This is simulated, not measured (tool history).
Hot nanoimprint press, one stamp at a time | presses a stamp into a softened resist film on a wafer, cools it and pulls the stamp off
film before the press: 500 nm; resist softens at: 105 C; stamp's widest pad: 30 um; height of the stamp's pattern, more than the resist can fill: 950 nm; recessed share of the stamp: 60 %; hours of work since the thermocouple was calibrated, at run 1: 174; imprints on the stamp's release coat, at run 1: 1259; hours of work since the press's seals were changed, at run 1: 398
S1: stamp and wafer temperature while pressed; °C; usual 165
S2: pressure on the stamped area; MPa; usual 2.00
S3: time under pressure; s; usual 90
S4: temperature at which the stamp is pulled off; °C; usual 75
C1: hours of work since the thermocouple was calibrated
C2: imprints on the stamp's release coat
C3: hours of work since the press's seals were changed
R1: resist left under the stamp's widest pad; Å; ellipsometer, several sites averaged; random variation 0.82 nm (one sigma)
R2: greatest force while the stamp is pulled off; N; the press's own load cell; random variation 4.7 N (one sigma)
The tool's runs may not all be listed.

run	hour	S1	S2	S3	S4	C1	C2	C3	R1	R2
1	0.0	165	2.00	90	75	174	1259	398	2446	277
# hour 18.6: stamp cleaned and given a new release coat
2	41.8	165	2.00	90	75	200	123	424	2437	243
3	73.3	165	2.00	154	75	223	289	447	2021	231
4	120.0	165	2.00	90	75	257	535	481	2414	258
5	150.5	165	2.00	90	75	280	695	503	2430	248
6	182.6	165	2.33	90	75	303	864	527	2253	258
7	211.4	177	2.00	90	75	324	1016	548	1607	264
# hour 257.6: plate thermocouple calibrated
# hour 275.8: press's hydraulic seals changed and the load cell set to zero
8	275.9	165	2.00	90	80	7	1298	0	2410	247
# hour 286.0: stamp cleaned and given a new release coat
9	315.2	165	2.00	90	80	32	154	24	2421	202
10	340.7	165	2.00	90	80	50	288	43	2406	203
11	371.3	165	2.00	90	63	73	449	65	2396	322
12	403.3	165	2.00	90	63	96	618	89	2409	331
13	456.9	165	2.00	90	75	135	900	128	2397	273
14	505.6	165	2.00	90	62	171	1157	163	2396	372
# hour 542.7: stamp cleaned and given a new release coat
15	555.1	165	2.00	90	62	202	65	195	2385	308
16	608.7	172	2.00	90	78	241	348	234	1879	228
17	662.7	165	2.00	83	75	281	632	273	2448	254
18	692.1	165	2.00	83	75	302	787	295	2461	256
19	726.4	165	2.00	83	75	327	968	320	2446	273
# hour 768.7: plate thermocouple calibrated
20	769.5	165	2.00	83	60	1	1179	349	2501	395
# hour 803.3: stamp cleaned and given a new release coat
21	803.3	172	2.00	52	81	21	0	369	2320	199
22	839.0	172	2.00	52	81	47	188	395	2316	199
23	861.0	173	2.00	90	75	63	304	411	1833	235
24	889.6	171	1.36	90	62	84	454	432	2388	328
25	938.8	165	1.46	90	69	120	714	468	2798	306
26	981.5	164	2.00	151	80	151	938	499	2090	228
27	1016.0	165	2.77	80	75	176	1120	524	2137	279

Forecast run 28:
# hour 1060.1: stamp cleaned and given a new release coat
28	1060.1	164	3.03	106	67	204	0	552	?	?

R1: 1927 Å
R2: 278 N
Without the tool's hidden state the same run would have given R1 1920 Å, R2 281 N.
